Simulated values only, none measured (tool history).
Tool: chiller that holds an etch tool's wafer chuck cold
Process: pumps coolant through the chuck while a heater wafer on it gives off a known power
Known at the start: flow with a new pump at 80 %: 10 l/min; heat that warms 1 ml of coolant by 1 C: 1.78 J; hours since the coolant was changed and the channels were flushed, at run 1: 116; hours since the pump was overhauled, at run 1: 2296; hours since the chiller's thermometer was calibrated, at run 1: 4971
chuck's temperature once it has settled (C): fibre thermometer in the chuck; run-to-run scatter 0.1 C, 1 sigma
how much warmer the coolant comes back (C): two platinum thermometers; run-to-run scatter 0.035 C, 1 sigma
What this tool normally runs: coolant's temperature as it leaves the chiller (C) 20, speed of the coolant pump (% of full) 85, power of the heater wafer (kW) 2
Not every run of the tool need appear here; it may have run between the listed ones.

run	day	coolant's temperature as it leaves the chiller (C)	speed of the coolant pump (% of full)	power of the heater wafer (kW)	hours since the coolant was changed and the channels were flushed	hours since the pump was overhauled	hours since the chiller's thermometer was calibrated	chuck's temperature once it has settled (C)	how much warmer the coolant comes back (C)
1	0	20	85	2	116	2296	4971	36.8	6.75
2	1.629	20	85	2	155	2335	5010	36.9	6.74
3	3.071	20	85	2	189	2370	5045	36.8	6.74
4	4.554	20	85	2	225	2406	5080	36.8	6.78
5	5.812	19	85	2	255	2436	5111	35.8	6.83
6	7.5	19	85	2	296	2476	5151	36	6.83
7	9.458	19	85	2	343	2523	5198	36	6.81
8	12.542	14	85	2	417	2597	5272	31.1	6.79
9	15.129	14	85	2	479	2659	5334	31.2	6.81
10	18.029	25	85	2	548	2729	5404	42.1	6.88
11	20.512	25	85	2	608	2789	5463	42.3	6.77
12	22.921	25	85	2	666	2846	5521	42	6.83
13	24.3	25	85	2	699	2879	5554	42.1	6.89
14	26.642	28	85	2.966	755	2936	5610	54.1	10.14
15	29.088	28	85	2.966	814	2994	5669	54.3	10.18
# day 29.462: coolant pump overhauled
16	31.479	14	71	2.533	866	48	5722	39.9	11.13
17	33.708	14	71	2.533	920	102	5775	40	11.21
# day 36.288: chiller's thermometer calibrated
18	36.362	14	71	2.533	982	165	2	41.2	11.12
19	38.992	14	71	2.533	1046	228	65	41.2	11.26
20	41.292	14	66	2.533	1101	283	120	42.5	12.17
21	43.1	14	69	2.678	1144	326	163	43.4	12.29
22	44.442	14	69	2.678	1176	359	196	43.4	12.37
23	46.6	14	69	2.678	1228	410	247	43.5	12.32

Consider 5 possible next runs. They are alternatives, not a sequence: every one starts from the tool as it was left by run 23. What does each give?
# day 46.954: coolant pump overhauled, once more
A	48.417	14	94	1.752	1267	35	286	?	?
# day 46.954: coolant pump overhauled, once more
B	48.417	28	60	1.409	1267	35	286	?	?
# day 46.954: coolant pump overhauled, once more
C	48.417	26	75	2.613	1267	35	286	?	?
# day 46.954: coolant pump overhauled, once more
D	48.417	14	69	1.708	1267	35	286	?	?
# day 46.954: coolant pump overhauled, once more
E	48.417	18	62	1.147	1267	35	286	?	?

run	chuck's temperature once it has settled (C)	how much warmer the coolant comes back (C)
A	28.6	4.94
B	43.4	6.44
C	51.1	9.49
D	31.2	6.75
E	30.3	5.06
With no hidden state in the tool, these same runs would have given:
run	chuck's temperature once it has settled (C)	how much warmer the coolant comes back (C)
A	28	4.95
B	42.8	6.45
C	50	9.5
D	30.5	6.76
E	29.9	5.07

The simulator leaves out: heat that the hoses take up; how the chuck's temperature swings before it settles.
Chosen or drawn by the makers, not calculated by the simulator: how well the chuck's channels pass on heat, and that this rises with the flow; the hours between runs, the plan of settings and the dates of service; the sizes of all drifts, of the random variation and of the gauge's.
